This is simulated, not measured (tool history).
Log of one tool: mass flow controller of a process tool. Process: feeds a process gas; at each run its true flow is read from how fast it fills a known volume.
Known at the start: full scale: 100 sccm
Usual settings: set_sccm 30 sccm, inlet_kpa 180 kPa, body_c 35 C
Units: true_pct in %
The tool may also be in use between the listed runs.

| run | hour | set_sccm | inlet_kpa | body_c | true_pct |
|---|---|---|---|---|---|
| 1 | 0 | 30 | 180 | 35 | 98.94 |
|  | 180.9 | controller exchanged for a calibrated one |
| 2 | 268.2 | 30 | 180 | 35 | 97.47 |
| 3 | 624.9 | 30 | 180 | 35 | 97.68 |
| 4 | 941.2 | 30 | 180 | 35 | 97.61 |
| 5 | 1193 | 33 | 180 | 35 | 97.73 |
| 6 | 1492.9 | 45 | 180 | 35 | 98.29 |
| 7 | 1880.9 | 61 | 275 | 34 | 99.16 |
| 8 | 2165 | 61 | 275 | 34 | 99.15 |
| 9 | 2405.9 | 61 | 275 | 34 | 99.15 |
| 10 | 2777.6 | 32 | 180 | 30 | 98.55 |
| 11 | 3024.4 | 18 | 147 | 35 | 97.09 |

3 ways to go on from here, each from the tool as it stands after run 11. What would each give?
| A | 3207.9 | 18 | 188 | 35 | ? |
| B | 3207.9 | 27 | 230 | 36 | ? |
| C | 3207.9 | 20 | 147 | 35 | ? |

| run | true_pct |
|---|---|
| A | 97.2 |
| B | 98.05 |
| C | 97.27 |
Without the tool's hidden state the same runs would have given:
| run | true_pct |
|---|---|
| A | 97.52 |
| B | 97.87 |
| C | 97.43 |

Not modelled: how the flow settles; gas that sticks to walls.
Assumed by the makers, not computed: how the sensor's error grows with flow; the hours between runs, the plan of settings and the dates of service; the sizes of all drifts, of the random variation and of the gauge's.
